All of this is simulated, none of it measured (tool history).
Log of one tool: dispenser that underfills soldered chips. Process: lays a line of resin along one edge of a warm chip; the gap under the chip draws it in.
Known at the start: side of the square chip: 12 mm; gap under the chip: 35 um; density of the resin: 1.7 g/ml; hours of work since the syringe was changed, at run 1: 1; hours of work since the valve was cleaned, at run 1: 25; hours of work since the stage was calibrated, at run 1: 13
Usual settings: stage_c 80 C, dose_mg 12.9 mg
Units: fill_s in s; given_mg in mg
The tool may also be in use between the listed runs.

run	hour	stage_c	dose_mg	hours of work since the syringe was changed	hours of work since the valve was cleaned	hours of work since the stage was calibrated	fill_s	given_mg
1	0	80	12.9	1	25	13	53.7	12.77
2	4.4	80	12.9	4	27	16	58.2	12.68
3	7.5	80	12.9	6	29	17	64.1	12.67
4	10.2	80	12.9	7	31	19	69.8	12.56
5	12.7	91	12.9	9	32	21	51.6	12.59
# hour 14.9: new syringe of resin
6	16.1	80	12.9	1	34	22	50.1	12.73
7	19	80	12.9	2	36	24	54.4	12.53
8	23.8	80	12.9	5	39	27	62	12.57
9	26.8	80	12.9	7	41	29	66.9	12.55
# hour 31.6: new syringe of resin
10	31.8	92	12.9	0	43	32	35.1	12.54
11	36	92	12.9	3	46	34	38.6	12.53
12	38.8	92	12.9	4	48	36	41.9	12.43
13	43	94	12.9	7	50	39	43.1	12.52
# hour 47.9: new syringe of resin
14	48.1	94	12.9	0	53	41	31.8	12.5
15	50.5	80	16	2	54	43	51.9	15.41
16	54.8	80	16	4	57	45	58.7	15.32
# hour 57.2: dispensing valve cleaned and set on the balance
17	60.9	80	16	7	2	48	64.9	15.87
18	64.7	80	12.9	10	5	51	73.4	12.84
# hour 65.3: new syringe of resin
19	69.9	84	14.6	3	8	54	48.3	14.43
20	74.2	66	14.7	5	10	56	101.4	14.5
21	77.4	66	14.7	7	12	58	106.9	14.68
22	81.2	89	14	10	14	61	54.3	13.84
# hour 81.9: new syringe of resin
23	86.9	72	13.9	3	18	64	75.4	13.72
24	90.9	85	15	5	20	66	53.7	14.68
25	96	69	12.9	9	23	69	105.9	12.78
# hour 98.5: new syringe of resin
26	99.3	66	14.5	0	25	71	82	14.31
27	103.1	74	13.8	3	27	73	70.8	13.46
28	107.2	95	12.4	5	30	76	39.9	12.18
29	111.4	79	14.8	8	32	78	72	14.44
# hour 114.8: new syringe of resin
30	116.2	74	12.9	1	35	81	64.7	12.56
31	120.8	78	11.7	4	38	84	64.4	11.38
32	124.8	72	15.2	6	40	86	84.8	14.88
33	130.2	90	16.7	9	43	90	52.4	16.22
# hour 131.1: new syringe of resin
34	134.4	90	16.7	2	46	92	38.2	16.23
35	136.9	81	12.9	3	47	93	57.3	12.44
36	142.1	81	12.9	7	50	97	64.4	12.46

4 ways to go on from here, each from the tool as it stands after run 36. What would each give?
A	147	81	14.3	10	53	99	?	?
B	147	68	12.9	10	53	99	?	?
C	147	82	15.9	10	53	99	?	?
D	147	72	15.1	10	53	99	?	?

run	fill_s	given_mg
A	73.1	13.81
B	114.4	12.41
C	70.1	15.39
D	97.4	14.62
Without the tool's hidden state the same runs would have given:
run	fill_s	given_mg
A	47.9	14.32
B	74.4	12.87
C	46.1	15.96
D	63.9	15.16
